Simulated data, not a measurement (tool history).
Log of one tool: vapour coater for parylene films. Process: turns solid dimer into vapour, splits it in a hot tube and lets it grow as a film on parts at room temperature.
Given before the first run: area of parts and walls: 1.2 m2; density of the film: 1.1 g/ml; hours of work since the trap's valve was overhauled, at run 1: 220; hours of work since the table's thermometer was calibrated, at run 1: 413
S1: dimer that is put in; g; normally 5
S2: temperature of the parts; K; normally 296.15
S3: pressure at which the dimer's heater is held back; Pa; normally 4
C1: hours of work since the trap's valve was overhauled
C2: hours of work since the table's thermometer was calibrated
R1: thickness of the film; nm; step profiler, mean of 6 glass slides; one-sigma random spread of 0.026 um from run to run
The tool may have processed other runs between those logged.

run,hour,S1,S2,S3,C1,C2,R1
1,0,5,296.15,4,220,413,1990
2,10.3,4,296.15,4,229,422,1610
3,23.5,4,288.15,4,240,433,2100
4,39.4,4,288.15,4,253,446,2090
5,46.9,4,288.15,4,260,453,2130
6,55.7,3,288.15,4,267,460,1550
7,68.8,5,296.15,4,278,471,1890
8,78.2,5,296.15,4,286,479,1960
9,87.6,5,296.15,2.73,294,487,2110
10,98.9,5,296.15,2.73,303,497,2100
11,107.8,5,296.15,2.73,311,504,2150
12,121.7,5,296.15,2.73,323,516,2100
13,137.3,5,296.15,2.73,336,529,2100
14,147.1,3,296.15,2.73,344,537,1280
15,154.9,2,296.15,4,351,544,760
16,173.4,5,292.15,4,366,559,2170
17,181,5,298.15,4,373,566,1790
18,188.9,5,296.15,4,379,572,1930
19,200.4,5,296.15,4,389,582,1910
20,217.7,5,296.15,4,403,597,1900
# hour 232.1: trap's valve overhauled
21,236.3,5,296.15,10.17,4,609,1640
22,251.8,5,296.15,10.17,17,622,1640
23,266.2,5,292.15,4,29,634,2430
24,274.6,5,292.15,4,36,641,2370
25,286.3,2,300.15,9.58,46,651,610
26,297.2,2,300.15,9.58,55,660,590
27,315,6,289.15,4.62,70,675,3060
28,329.4,3,294.15,2.05,82,688,1530
29,342.1,4,302.15,7.62,93,698,1140
30,356.2,4,302.15,7.62,105,710,1110
31,373.8,4,304.15,3.15,119,725,1270
32,389,4,304.15,3.15,132,738,1250
33,397.4,7,296.15,4.65,139,745,2720
34,409.3,3,296.15,2.11,149,755,1410
35,423.7,3,296.15,2.11,161,767,1370
36,438,3,296.15,8.03,174,779,1000
37,448.8,3,290.15,8.15,183,788,1240
38,461.7,6,305.15,3.02,193,799,1830
39,471.8,4,297.15,3.02,202,808,1620
40,479.3,3,297.15,2.7,208,814,1240
41,495.5,4,291.15,6.04,222,828,1710
42,506.9,5,296.15,4.21,232,837,1930
43,522.4,5,296.15,4.21,245,850,1880
44,531.8,3,292.15,4,253,858,1310
45,540.9,5,295.15,4,260,866,2010
46,549.5,5,295.15,4,268,873,2020
47,561.1,5,295.15,4,277,883,2020

Below, some changes in R1 between adjacent runs. For each, the amount present without the hidden state too (settings, incoming material, random variation) and the amount remaining for the hidden state with gauge scatter not shared by both compared results:
The tool's hidden condition here consists of: vapour lost through the trap's worn valve, %; true temperature of the parts over the reading, C; drift of the gauge itself on film_um, %.
Run 15 -> 16: S1 2 -> 5, S2 296.15 -> 292.15. R1 +1410 nm: hidden state -170, all else +1580.
Run 20 -> 21: S3 4 -> 10.17, trap's valve overhauled. R1 -260 nm: hidden state +200, all else -460.
Run 24 -> 25: S1 5 -> 2, S2 292.15 -> 300.15, S3 4 -> 9.58. R1 -1760 nm: hidden state +60, all else -1820.
Run 26 -> 27: S1 2 -> 6, S2 300.15 -> 289.15, S3 9.58 -> 4.62. R1 +2470 nm: hidden state -90, all else +2560.
Run 27 -> 28: S1 6 -> 3, S2 289.15 -> 294.15, S3 4.62 -> 2.05. R1 -1530 nm: hidden state +50, all else -1580.

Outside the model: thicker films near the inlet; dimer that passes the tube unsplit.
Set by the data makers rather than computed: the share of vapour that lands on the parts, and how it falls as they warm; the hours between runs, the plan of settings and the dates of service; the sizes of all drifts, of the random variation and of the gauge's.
